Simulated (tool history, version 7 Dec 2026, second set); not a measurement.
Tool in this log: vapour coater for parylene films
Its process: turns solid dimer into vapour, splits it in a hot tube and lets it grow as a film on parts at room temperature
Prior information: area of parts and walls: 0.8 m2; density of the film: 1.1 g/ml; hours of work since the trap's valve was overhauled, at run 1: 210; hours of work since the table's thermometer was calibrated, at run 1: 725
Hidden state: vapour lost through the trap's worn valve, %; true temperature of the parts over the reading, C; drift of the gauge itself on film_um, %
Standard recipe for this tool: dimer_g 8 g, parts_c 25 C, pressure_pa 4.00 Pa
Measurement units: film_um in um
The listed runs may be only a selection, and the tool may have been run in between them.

run	hour	dimer_g	parts_c	pressure_pa	hours of work since the trap's valve was overhauled	hours of work since the table's thermometer was calibrated	film_um
1	0.0	8	25	4.00	210	725	5.92
2	34.0	8	25	4.00	236	750	5.88
3	79.9	8	25	4.00	270	784	5.86
4	107.6	8	25	4.00	291	805	5.82
5	160.8	8	25	4.00	331	845	5.84
6	197.3	8	25	4.00	358	872	5.85
# hour 206.6: table's thermometer calibrated
7	237.7	8	25	4.00	387	23	5.74
8	272.6	8	25	4.00	413	49	5.63
# hour 304.8: table's thermometer calibrated, once more
9	307.0	8	25	4.00	438	2	5.86
10	331.4	8	25	3.38	457	20	6.09
11	369.8	8	25	3.38	485	49	6.00
12	410.6	8	25	3.38	516	79	5.94
13	454.5	8	25	3.38	549	112	5.90
14	494.7	8	25	4.00	579	142	5.81
15	531.8	8	25	4.00	607	170	5.79
16	586.6	8	25	4.00	648	211	5.74
# hour 621.0: trap's valve overhauled
17	638.0	8	25	4.00	13	246	5.97
18	691.2	8	25	4.00	53	286	5.98
19	736.2	8	25	11.24	86	320	5.10
20	764.7	8	25	4.00	108	341	5.91
21	790.9	6	25	4.00	127	361	4.42
22	845.0	8	25	4.00	168	401	5.95
23	881.9	8	25	4.00	195	429	5.93
24	922.0	7	25	5.49	225	459	4.88
25	948.3	7	18	5.49	245	479	6.70
26	988.5	7	18	5.49	275	509	6.63
27	1013.8	14	18	5.49	294	528	13.17
28	1038.6	14	18	5.49	313	546	13.16
29	1090.3	7	33	4.01	351	585	3.60
30	1118.2	7	33	4.01	372	606	3.56
31	1149.7	4	30	3.22	396	630	2.41
32	1196.3	4	25	10.20	431	664	2.51
33	1243.3	13	34	6.42	466	700	5.83
34	1294.2	13	34	6.42	504	738	5.81
35	1347.7	11	31	8.16	544	778	5.39
36	1395.1	11	31	8.16	580	813	5.38
37	1432.3	7	28	8.16	607	841	3.94
38	1465.3	7	28	8.16	632	866	3.86
# hour 1483.3: table's thermometer calibrated
39	1506.9	7	28	8.16	662	18	3.91
# hour 1525.8: trap's valve overhauled
40	1545.6	7	28	7.53	15	44	4.28
41	1593.7	4	26	8.82	51	80	2.58
42	1639.3	4	17	5.30	85	114	4.06
43	1686.7	3	20	6.78	120	149	2.59
44	1726.7	6	33	6.10	150	179	2.97
45	1775.1	4	36	7.07	187	215	1.68
46	1828.5	3	25	2.01	227	255	2.47

Each row is a separate what-if for the run after 46, all from the same tool condition, not one after another. Results?
A	1856.7	5	25	2.56	248	277	?
B	1856.7	4	18	3.31	248	277	?
C	1856.7	7	19	2.15	248	277	?

run	film_um
A	4.00
B	4.17
C	7.33
Had the tool no hidden state, the same runs would have come out as:
run	film_um
A	4.09
B	4.27
C	7.51
